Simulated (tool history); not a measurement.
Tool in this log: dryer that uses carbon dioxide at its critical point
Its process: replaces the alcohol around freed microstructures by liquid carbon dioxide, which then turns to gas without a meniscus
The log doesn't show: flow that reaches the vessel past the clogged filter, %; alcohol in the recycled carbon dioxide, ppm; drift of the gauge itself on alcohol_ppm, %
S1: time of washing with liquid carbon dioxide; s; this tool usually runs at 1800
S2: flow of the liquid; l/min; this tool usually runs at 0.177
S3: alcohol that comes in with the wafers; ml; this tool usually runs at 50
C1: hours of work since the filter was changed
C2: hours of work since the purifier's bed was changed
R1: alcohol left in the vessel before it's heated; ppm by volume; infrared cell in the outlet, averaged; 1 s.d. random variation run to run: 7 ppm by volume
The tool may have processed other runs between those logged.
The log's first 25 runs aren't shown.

run	day	S1	S2	S3	C1	C2	R1
26	12.154	1680	0.211	28	54	342	288
27	12.538	1680	0.211	28	58	346	289
28	13.179	1680	0.211	28	65	353	314
29	13.683	1680	0.211	28	70	358	288
30	14.275	1680	0.211	28	76	364	303
31	14.783	1800	0.172	68	81	369	943
32	15.167	1260	0.119	84	85	373	9889
33	15.479	1260	0.119	84	88	376	9958
34	15.804	1260	0.119	84	91	380	10340
35	16.262	1260	0.119	84	96	384	10295
36	16.604	2640	0.191	76	100	388	235

What if the next run were any one of these 4? Each begins from the tool's condition after run 36:
A	17	2640	0.126	76	104	392	?
B	17	1800	0.177	37	104	392	?
C	17	1800	0.177	41	104	392	?
D	17	1200	0.203	76	104	392	?

run	R1
A	877
B	581
C	623
D	2580
Stripped of hidden state, with their random variation kept, the same runs would have yielded:
run	R1
A	404
B	243
C	267
D	1580
